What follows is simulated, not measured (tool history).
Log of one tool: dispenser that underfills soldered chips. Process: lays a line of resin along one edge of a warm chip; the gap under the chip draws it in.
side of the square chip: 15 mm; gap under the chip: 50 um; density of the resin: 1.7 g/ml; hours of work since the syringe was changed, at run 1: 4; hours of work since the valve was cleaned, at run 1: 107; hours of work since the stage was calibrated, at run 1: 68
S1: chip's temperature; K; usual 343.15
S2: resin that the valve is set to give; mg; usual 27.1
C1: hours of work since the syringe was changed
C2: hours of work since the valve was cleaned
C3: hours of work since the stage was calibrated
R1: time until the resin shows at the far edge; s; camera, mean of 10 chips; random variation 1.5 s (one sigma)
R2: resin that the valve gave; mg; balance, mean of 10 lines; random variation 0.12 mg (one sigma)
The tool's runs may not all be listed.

run   hour      S1    S2  C1   C2   C3     R1     R2
  1    0.0  343.15  27.1   4  107   68  181.0  24.40
  2    5.7  343.15  27.1   7  110   71  208.4  24.25
      10.2  -- new syringe of resin
  3   11.9  343.15  27.1   1  114   75  152.9  24.36
  4   15.7  343.15  27.1   3  116   77  174.4  24.17
  5   23.3  343.15  27.1   8  121   82  219.9  24.21
      26.1  -- new syringe of resin
  6   31.8  343.15  27.1   4  126   87  178.1  23.85
      34.5  -- dispensing valve cleaned and set on the balance
  7   39.0  343.15  27.1   8    3   91  205.2  27.06
  8   42.6  343.15  27.1  10    5   93  227.2  26.94
      43.3  -- new syringe of resin
  9   49.3  343.15  25.4   4    9   97  180.9  25.27
 10   54.7  343.15  29.4   7   13  101  200.9  29.15
      59.3  -- new syringe of resin
 11   63.1  343.15  29.4   2   18  106  160.5  28.77
 12   67.6  343.15  29.4   5   20  109  181.3  28.79
      75.4  -- new syringe of resin
 13   75.4  343.15  27.1   0   25  114  147.2  26.63
 14   82.4  343.15  27.1   4   30  118  180.8  26.31
 15   87.9  343.15  23.8   8   33  121  215.5  23.03
      91.6  -- new syringe of resin
 16   93.3  343.15  23.8   1   36  125  161.7  23.21
 17  100.9  343.15  23.8   6   41  129  199.5  22.95
 18  104.7  328.15  27.1   8   43  132  484.5  25.88
     107.8  -- new syringe of resin
 19  109.9  344.15  27.1   1   47  135  149.6  25.94
 20  118.6  350.15  27.1   7   52  140  141.3  25.54
 21  123.4  344.15  24.0  10   55  143  229.8  22.59
     124.2  -- new syringe of resin
 22  128.1  351.15  29.6   2   58  146  105.7  27.86
 23  136.0  339.15  24.8   7   63  151  252.8  23.46
     140.2  -- new syringe of resin
 24  140.9  354.15  30.5   0   66  154   82.5  28.38
 25  146.9  354.15  30.5   4   70  158   98.6  28.38
 26  150.8  340.15  28.7   7   72  160  231.4  26.63
     156.5  -- new syringe of resin
 27  159.7  340.15  28.7   2   77  166  185.1  26.60
 28  165.9  347.15  27.1   6   81  170  156.3  25.08
     173.0  -- new syringe of resin
 29  174.7  347.15  27.1   1   87  175  126.7  25.02

Forecast each of these 5 alternatives for the next run:
  A  183.3  357.15  27.1   6  92  180   ?   ?
  B  183.3  329.15  33.4   6  92  180   ?   ?
  C  183.3  349.15  25.2   6  92  180   ?   ?
  D  183.3  344.15  29.7   6  92  180   ?   ?
  E  183.3  347.15  27.1   6  92  180   ?   ?

run     R1     R2
  A   99.0  24.70
  B  419.5  30.71
  C  151.3  23.14
  D  184.8  27.08
  E  165.4  24.50
Without the tool's hidden state the same runs would have given:
run     R1     R2
  A   73.2  27.00
  B  316.6  33.58
  C  111.4  25.30
  D  138.2  29.61
  E  122.7  26.79
